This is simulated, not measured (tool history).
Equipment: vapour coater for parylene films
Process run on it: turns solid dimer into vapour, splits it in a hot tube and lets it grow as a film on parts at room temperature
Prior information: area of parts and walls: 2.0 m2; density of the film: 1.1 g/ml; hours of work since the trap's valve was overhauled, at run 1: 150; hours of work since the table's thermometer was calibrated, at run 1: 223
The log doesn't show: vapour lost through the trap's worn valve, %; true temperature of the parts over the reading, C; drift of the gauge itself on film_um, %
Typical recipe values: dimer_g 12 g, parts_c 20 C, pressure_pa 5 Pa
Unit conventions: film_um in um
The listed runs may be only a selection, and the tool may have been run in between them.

| run | hour | dimer_g | parts_c | pressure_pa | hours of work since the trap's valve was overhauled | hours of work since the table's thermometer was calibrated | film_um |
|---|---|---|---|---|---|---|---|
| 1 | 0 | 12 | 20 | 5 | 150 | 223 | 4.06 |
| 2 | 9.4 | 12 | 20 | 5 | 154 | 227 | 4.1 |
| 3 | 27.5 | 12 | 20 | 7.95 | 162 | 235 | 3.88 |
| 4 | 38.1 | 12 | 18 | 5 | 167 | 240 | 4.53 |
| 5 | 47.7 | 12 | 20 | 2.66 | 171 | 244 | 4.44 |
| 6 | 55.2 | 12 | 20 | 2.66 | 174 | 247 | 4.33 |
| 7 | 67.3 | 12 | 20 | 2.66 | 179 | 253 | 4.44 |
| 8 | 78.5 | 12 | 20 | 5 | 184 | 257 | 4.08 |
| 9 | 87.1 | 12 | 20 | 5 | 188 | 261 | 4.07 |
| 10 | 104.4 | 12 | 20 | 5 | 196 | 269 | 4.12 |
| 11 | 114.5 | 12 | 20 | 5 | 200 | 273 | 4.08 |
| 12 | 126.1 | 12 | 20 | 5 | 205 | 278 | 4.1 |
| 13 | 136.4 | 12 | 20 | 5 | 210 | 283 | 4.07 |
| 14 | 151.7 | 12 | 20 | 5 | 216 | 289 | 4.03 |
| 15 | 162.3 | 6 | 20 | 5 | 221 | 294 | 2.04 |
| 16 | 170.4 | 5 | 20 | 5 | 224 | 298 | 1.71 |
|  | 172.9 | table's thermometer calibrated |
| 17 | 183.8 | 5 | 20 | 5 | 230 | 5 | 1.67 |
| 18 | 200.7 | 5 | 20 | 5 | 237 | 12 | 1.68 |
| 19 | 212.8 | 12 | 20 | 8.15 | 243 | 17 | 3.83 |
|  | 220.6 | table's thermometer calibrated, once more |
| 20 | 232 | 12 | 20 | 8.15 | 251 | 5 | 3.83 |
| 21 | 241.4 | 12 | 20 | 5 | 255 | 9 | 4.04 |
| 22 | 254.6 | 12 | 20 | 5 | 260 | 15 | 4.02 |
| 23 | 269.1 | 12 | 20 | 5 | 267 | 21 | 4 |
| 24 | 278.4 | 10 | 20 | 5 | 271 | 25 | 3.38 |
| 25 | 296.2 | 7 | 16 | 5.95 | 279 | 33 | 2.81 |
| 26 | 314.2 | 8 | 24 | 4.23 | 286 | 41 | 2.25 |
| 27 | 321.8 | 12 | 16 | 2.22 | 290 | 44 | 5.18 |
| 28 | 334.9 | 19 | 27 | 5 | 295 | 50 | 4.5 |
| 29 | 343.5 | 8 | 20 | 5.8 | 299 | 54 | 2.64 |
| 30 | 358 | 6 | 21 | 4.85 | 306 | 60 | 1.95 |
| 31 | 371.8 | 6 | 16 | 10.86 | 312 | 66 | 2.23 |
| 32 | 382.2 | 12 | 30 | 2.31 | 316 | 71 | 2.7 |
| 33 | 394.8 | 10 | 14 | 3.2 | 322 | 76 | 4.35 |
| 34 | 405.9 | 12 | 20 | 5.38 | 327 | 81 | 4 |

The next listed run, before its measurement:
| 35 | 415.9 | 21 | 28 | 3.09 | 331 | 85 | ? |

Logged for run 35: film_um 4.94 um.
The same run, on a tool lacking any hidden state, would have yielded film_um 5.1 um.

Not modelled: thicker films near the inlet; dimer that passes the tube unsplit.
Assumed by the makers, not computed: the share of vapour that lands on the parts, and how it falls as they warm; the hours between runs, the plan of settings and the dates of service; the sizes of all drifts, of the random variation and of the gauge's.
